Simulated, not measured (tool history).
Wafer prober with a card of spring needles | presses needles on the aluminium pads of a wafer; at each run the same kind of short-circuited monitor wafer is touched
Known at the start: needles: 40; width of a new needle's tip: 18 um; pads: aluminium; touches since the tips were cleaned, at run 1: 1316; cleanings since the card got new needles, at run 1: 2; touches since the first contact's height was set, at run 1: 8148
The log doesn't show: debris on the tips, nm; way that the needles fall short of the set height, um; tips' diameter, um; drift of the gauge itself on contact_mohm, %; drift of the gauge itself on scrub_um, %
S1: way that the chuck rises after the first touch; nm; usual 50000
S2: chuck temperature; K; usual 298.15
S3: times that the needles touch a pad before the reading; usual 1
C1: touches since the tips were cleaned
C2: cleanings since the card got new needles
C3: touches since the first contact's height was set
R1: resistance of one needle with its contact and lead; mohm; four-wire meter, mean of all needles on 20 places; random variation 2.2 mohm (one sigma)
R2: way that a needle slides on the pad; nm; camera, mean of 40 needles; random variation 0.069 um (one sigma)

run 1 hour=0 | S1=50000 S2=298.15 S3=1 | C1=1316 C2=2 C3=8148 | R1=340 R2=6380
run 2 hour=8.8 | S1=50000 S2=298.15 S3=2 | C1=2972 C2=2 C3=9804 | R1=342 R2=6510
-- hour=9.9 tips cleaned on abrasive film
run 3 hour=15.5 | S1=50000 S2=298.15 S3=2 | C1=1070 C2=3 C3=11070 | R1=290 R2=6440
run 4 hour=21.6 | S1=50000 S2=298.15 S3=1 | C1=2209 C2=3 C3=12209 | R1=369 R2=6430
-- hour=26.1 tips cleaned on abrasive film
run 5 hour=31 | S1=50000 S2=298.15 S3=1 | C1=931 C2=4 C3=13979 | R1=314 R2=6370
run 6 hour=41 | S1=50000 S2=298.15 S3=1 | C1=2829 C2=4 C3=15877 | R1=393 R2=6550
-- hour=43.2 tips cleaned on abrasive film
run 7 hour=46.1 | S1=50000 S2=298.15 S3=1 | C1=546 C2=5 C3=16808 | R1=291 R2=6500
run 8 hour=51.4 | S1=50000 S2=298.15 S3=1 | C1=1561 C2=5 C3=17823 | R1=357 R2=6470
run 9 hour=56.6 | S1=50000 S2=298.15 S3=1 | C1=2550 C2=5 C3=18812 | R1=388 R2=6500
-- hour=59.4 tips cleaned on abrasive film
run 10 hour=68.1 | S1=50000 S2=298.15 S3=1 | C1=1650 C2=6 C3=20964 | R1=345 R2=6430
run 11 hour=75.4 | S1=42000 S2=298.15 S3=1 | C1=3031 C2=6 C3=22345 | R1=469 R2=5390
-- hour=76.3 tips cleaned on abrasive film
run 12 hour=85.2 | S1=42000 S2=298.15 S3=1 | C1=1673 C2=7 C3=24174 | R1=402 R2=5320
run 13 hour=91.2 | S1=42000 S2=298.15 S3=1 | C1=2809 C2=7 C3=25310 | R1=465 R2=5400
-- hour=92.8 tips cleaned on abrasive film
run 14 hour=99.6 | S1=42000 S2=298.15 S3=1 | C1=1297 C2=8 C3=26893 | R1=372 R2=5450
run 15 hour=107.3 | S1=42000 S2=298.15 S3=2 | C1=2747 C2=8 C3=28343 | R1=377 R2=5380
-- hour=109.2 tips cleaned on abrasive film
run 16 hour=115.2 | S1=42000 S2=298.15 S3=2 | C1=1138 C2=9 C3=29830 | R1=313 R2=5450
run 17 hour=120.8 | S1=42000 S2=298.15 S3=2 | C1=2186 C2=9 C3=30878 | R1=359 R2=5350
-- hour=126.1 tips cleaned on abrasive film
run 18 hour=129.8 | S1=37000 S2=298.15 S3=2 | C1=690 C2=10 C3=32558 | R1=321 R2=4640
run 19 hour=135.9 | S1=37000 S2=298.15 S3=2 | C1=1855 C2=10 C3=33723 | R1=382 R2=4650
-- hour=142.5 tips cleaned on abrasive film
run 20 hour=145.9 | S1=32000 S2=326.15 S3=1 | C1=637 C2=11 C3=35595 | R1=378 R2=4060
run 21 hour=157.5 | S1=32000 S2=326.15 S3=1 | C1=2831 C2=11 C3=37789 | R1=627 R2=4030
-- hour=159.5 tips cleaned on abrasive film
run 22 hour=166 | S1=50000 S2=344.15 S3=1 | C1=1229 C2=12 C3=39381 | R1=336 R2=6340
-- hour=175.7 tips cleaned on abrasive film
run 23 hour=175.9 | S1=35000 S2=323.15 S3=1 | C1=36 C2=13 C3=41234 | R1=297 R2=4440
run 24 hour=181.2 | S1=67000 S2=316.15 S3=2 | C1=1049 C2=13 C3=42247 | R1=275 R2=8550
run 25 hour=187 | S1=33000 S2=318.15 S3=2 | C1=2133 C2=13 C3=43331 | R1=427 R2=4080

Forecast run 26:
-- hour=192.1 tips cleaned on abrasive film
run 26 hour=194.5 | S1=37000 S2=338.15 S3=1 | C1=452 C2=14 C3=44745 | R1=? R2=?

Run 26 gave R1 341 mohm, R2 4600 nm.
Without the tool's hidden state the same run would have given R1 267 mohm, R2 4770 nm.
